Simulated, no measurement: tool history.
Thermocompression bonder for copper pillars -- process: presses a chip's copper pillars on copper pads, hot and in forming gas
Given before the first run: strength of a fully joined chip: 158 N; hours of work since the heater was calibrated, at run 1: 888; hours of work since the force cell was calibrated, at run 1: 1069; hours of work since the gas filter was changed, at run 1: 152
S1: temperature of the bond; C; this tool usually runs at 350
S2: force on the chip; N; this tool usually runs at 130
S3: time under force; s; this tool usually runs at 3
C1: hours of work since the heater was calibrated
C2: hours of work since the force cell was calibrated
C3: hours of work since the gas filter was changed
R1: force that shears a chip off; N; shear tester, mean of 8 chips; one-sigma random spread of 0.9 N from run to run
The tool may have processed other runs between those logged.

Run 1, hour 0.0: usual settings; C1 888; C2 1069; C3 152. Result: R1 65.5 N.
Run 2, hour 37.0: usual settings; C1 904; C2 1085; C3 168. Result: R1 63.8 N.
Run 3, hour 92.5: usual settings; C1 929; C2 1110; C3 193. Result: R1 64.2 N.
Run 4, hour 148.2: usual settings but S1 368 C; C1 954; C2 1135; C3 219. Result: R1 77.5 N.
Run 5, hour 195.6: usual settings but S3 2 s; C1 976; C2 1157; C3 240. Result: R1 54.2 N.
Run 6, hour 246.6: usual settings; C1 999; C2 1180; C3 263. Result: R1 63.3 N.
Run 7, hour 285.9: usual settings but S1 360 C; C1 1017; C2 1198; C3 281. Result: R1 69.9 N.
Run 8, hour 315.2: usual settings but S1 360 C; C1 1030; C2 1211; C3 294. Result: R1 70.7 N.
Run 9, hour 350.3: usual settings but S1 360 C; C1 1046; C2 1227; C3 310. Result: R1 69.0 N.
Run 10, hour 389.8: usual settings but S1 360 C; C1 1063; C2 1245; C3 328. Result: R1 70.1 N.
Run 11, hour 421.5: usual settings but S2 123 N; C1 1078; C2 1259; C3 342. Result: R1 59.7 N.
Run 12, hour 469.0: usual settings; C1 1099; C2 1280; C3 363. Result: R1 62.4 N.
At hour 474.1: forming gas filter changed.
Run 13, hour 522.9: usual settings but S1 377 C, S2 109 N; C1 1123; C2 1304; C3 22. Result: R1 74.1 N.

For run 14, what comes out?
At hour 529.8: force cell calibrated.
Run 14, hour 581.0: usual settings but S1 378 C, S2 167 N, S3 8 s; C1 1149; C2 23; C3 48. Result: R1 ?.

For run 14 the tool returned R1 133.0 N.
Minus the tool's unlogged condition, the same run would have read R1 137.3 N.

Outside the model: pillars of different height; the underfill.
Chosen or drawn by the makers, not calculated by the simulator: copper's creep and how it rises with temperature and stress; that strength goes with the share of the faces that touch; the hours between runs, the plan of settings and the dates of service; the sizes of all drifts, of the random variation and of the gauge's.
